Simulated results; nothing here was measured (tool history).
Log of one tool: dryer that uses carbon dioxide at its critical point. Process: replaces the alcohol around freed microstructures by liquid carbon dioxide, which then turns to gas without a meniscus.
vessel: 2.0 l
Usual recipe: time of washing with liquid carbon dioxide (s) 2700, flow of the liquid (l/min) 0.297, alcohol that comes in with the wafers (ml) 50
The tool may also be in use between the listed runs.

run   hour  time of washing with liquid carbon dioxide (s)  flow of the liquid (l/min)  alcohol that comes in with the wafers (ml)  alcohol left in the vessel before it's heated (ppm by volume)
  1    0.0                                            2700                       0.297                                          50                                                            284
  2   19.1                                            2700                       0.243                                          50                                                            453
  3   44.4                                            2700                       0.243                                          50                                                            474
  4   82.2                                            2700                       0.194                                          50                                                            925
  5  111.7                                            2700                       0.297                                          50                                                            302
  6  137.4                                            2700                       0.297                                          50                                                            310
  7  175.9                                            2700                       0.297                                          50                                                            318
  8  215.3                                            2700                       0.297                                          50                                                            306
  9  237.3                                            2700                       0.297                                         117                                                            459
 10  258.2                                            2700                       0.297                                         117                                                            474
 11  277.5                                            2700                       0.297                                         117                                                            481
 12  314.2                                            2700                       0.342                                          50                                                            286
     323.0  -- inlet filter changed
 13  332.7                                            2700                       0.297                                          50                                                            308
 14  351.3                                            2700                       0.297                                          50                                                            314
 15  386.2                                            2700                       0.297                                          50                                                            319
 16  425.6                                            2700                       0.297                                          50                                                            323
 17  458.9                                            2700                       0.297                                          50                                                            330
 18  480.9                                            2700                       0.297                                          50                                                            338
 19  500.3                                            2700                       0.297                                          50                                                            334
 20  527.0                                            3780                       0.297                                          50                                                            280
 21  548.7                                            2700                       0.195                                          50                                                            910
 22  564.5                                            2700                       0.297                                          50                                                            353
 23  590.3                                            2700                       0.297                                          50                                                            353
 24  619.6                                            2700                       0.297                                          50                                                            357
 25  641.6                                            2040                       0.297                                          38                                                            543
 26  659.0                                            2040                       0.346                                          54                                                            444
     682.2  -- purifier's bed changed
 27  687.3                                            2340                       0.297                                          61                                                            231
 28  706.3                                            3480                       0.297                                          61                                                             28

Expected results for the next run?
 29  739.3                                            2400                       0.363                                          61                                                              ?

{"run 29": {"alcohol left in the vessel before it's heated (ppm by volume)": 71}}
Minus the tool's unlogged condition, the same run would have read alcohol left in the vessel before it's heated (ppm by volume) 48.
